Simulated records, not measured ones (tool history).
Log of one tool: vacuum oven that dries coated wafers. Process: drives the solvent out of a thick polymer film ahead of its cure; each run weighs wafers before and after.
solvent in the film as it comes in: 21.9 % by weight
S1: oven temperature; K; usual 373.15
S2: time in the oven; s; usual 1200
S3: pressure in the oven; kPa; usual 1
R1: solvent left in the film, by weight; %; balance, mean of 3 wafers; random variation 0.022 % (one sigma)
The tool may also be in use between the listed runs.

| run | hour | S1 | S2 | S3 | R1 |
|---|---|---|---|---|---|
| 1 | 0 | 373.15 | 1200 | 1 | 1.08 |
| 2 | 24 | 373.15 | 1200 | 1 | 1.08 |
| 3 | 40.8 | 373.15 | 1200 | 1 | 1.07 |
| 4 | 66 | 373.15 | 1200 | 1 | 1.1 |
| 5 | 87.6 | 373.15 | 1200 | 0.57 | 0.9 |
| 6 | 103.4 | 359.15 | 1200 | 0.57 | 4.07 |
| 7 | 120.4 | 359.15 | 1200 | 0.57 | 4.03 |
| 8 | 135.7 | 371.15 | 1200 | 0.57 | 1.21 |
| 9 | 156.8 | 371.15 | 1200 | 0.57 | 1.19 |
| 10 | 174.1 | 371.15 | 1200 | 0.57 | 1.2 |
| 11 | 198.4 | 371.15 | 1200 | 0.57 | 1.19 |
| 12 | 221.6 | 373.15 | 1200 | 1.38 | 1.23 |
| 13 | 248.9 | 382.15 | 1020 | 0.67 | 0.5 |
| 14 | 260.8 | 378.15 | 1200 | 0.7 | 0.53 |
| 15 | 273.7 | 378.15 | 1200 | 0.7 | 0.53 |
| 16 | 285.3 | 366.15 | 1680 | 0.7 | 1.15 |
| 17 | 307.7 | 366.15 | 1200 | 0.63 | 2.14 |
| 18 | 325.2 | 366.15 | 1200 | 0.63 | 2.14 |
| 19 | 346.7 | 366.15 | 1200 | 0.63 | 2.07 |
| 20 | 365.9 | 382.15 | 1200 | 1.09 | 0.53 |
| 21 | 383.8 | 383.15 | 1680 | 0.61 | 0.25 |
| 22 | 407.4 | 383.15 | 1680 | 0.61 | 0.26 |
| 23 | 429.5 | 367.15 | 1980 | 0.51 | 0.66 |

Some steps in R1 between neighbouring runs. How much of each would the tool show without its hidden state too (settings, what came in, random variation), and how much is left for the hidden state, with any gauge scatter that isn't in both results?
The hidden state here: true wafer temperature over the reading, C; true pressure over the reading, kPa; drift of the gauge itself on solvent_pct, %.
Run 5 -> 6: S1 373.15 -> 359.15. R1 +3.17 %: hidden state +0.04, all else +3.13.
Run 7 -> 8: S1 359.15 -> 371.15. R1 -2.82 %: hidden state -0.03, all else -2.79.
Run 22 -> 23: S1 383.15 -> 367.15, S2 1680 -> 1980, S3 0.61 -> 0.51. R1 +0.4 %: hidden state +0.05, all else +0.35.
